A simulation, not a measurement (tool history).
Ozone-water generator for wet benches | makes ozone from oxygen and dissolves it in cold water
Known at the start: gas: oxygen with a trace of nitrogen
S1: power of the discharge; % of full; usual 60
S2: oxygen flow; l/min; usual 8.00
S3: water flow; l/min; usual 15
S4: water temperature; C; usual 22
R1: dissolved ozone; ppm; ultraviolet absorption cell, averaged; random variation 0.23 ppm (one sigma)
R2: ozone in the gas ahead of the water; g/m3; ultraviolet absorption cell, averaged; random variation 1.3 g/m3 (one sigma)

run	hour	S1	S2	S3	S4	R1	R2
1	0.0	60	8.00	15	22	33.7	242.4
2	39.2	60	8.00	15	22	33.7	241.4
3	90.0	60	8.00	15	22	33.7	242.5
4	128.1	60	8.00	17	22	31.6	242.3
5	160.0	60	8.00	17	22	31.2	242.3
6	193.8	60	8.00	17	22	31.4	243.7
7	239.1	60	8.00	15	22	33.8	243.9
8	273.2	61	6.85	15	22	35.9	272.5
9	321.1	51	12.52	13	24	26.0	162.8
10	371.3	60	8.25	17	22	31.0	238.5
11	418.5	60	8.25	17	22	31.2	237.2
12	444.4	60	8.25	17	22	31.1	239.3
13	489.5	60	10.12	18	22	28.3	207.8
14	545.1	60	10.12	18	22	28.3	207.7

Forecast each of these 5 alternatives for the next run:
A	599.9	60	5.38	11	22	?	?
B	599.9	60	4.37	18	15	?	?
C	599.9	47	8.88	18	22	?	?
D	599.9	60	5.00	17	22	?	?
E	599.9	63	10.12	17	22	?	?

run	R1	R2
A	46.1	321.8
B	37.7	369.1
C	25.0	194.6
D	35.2	338.5
E	30.0	215.8
Without the tool's hidden state the same runs would have given:
run	R1	R2
A	46.2	317.9
B	37.7	364.6
C	25.0	192.2
D	35.2	334.3
E	30.0	213.1
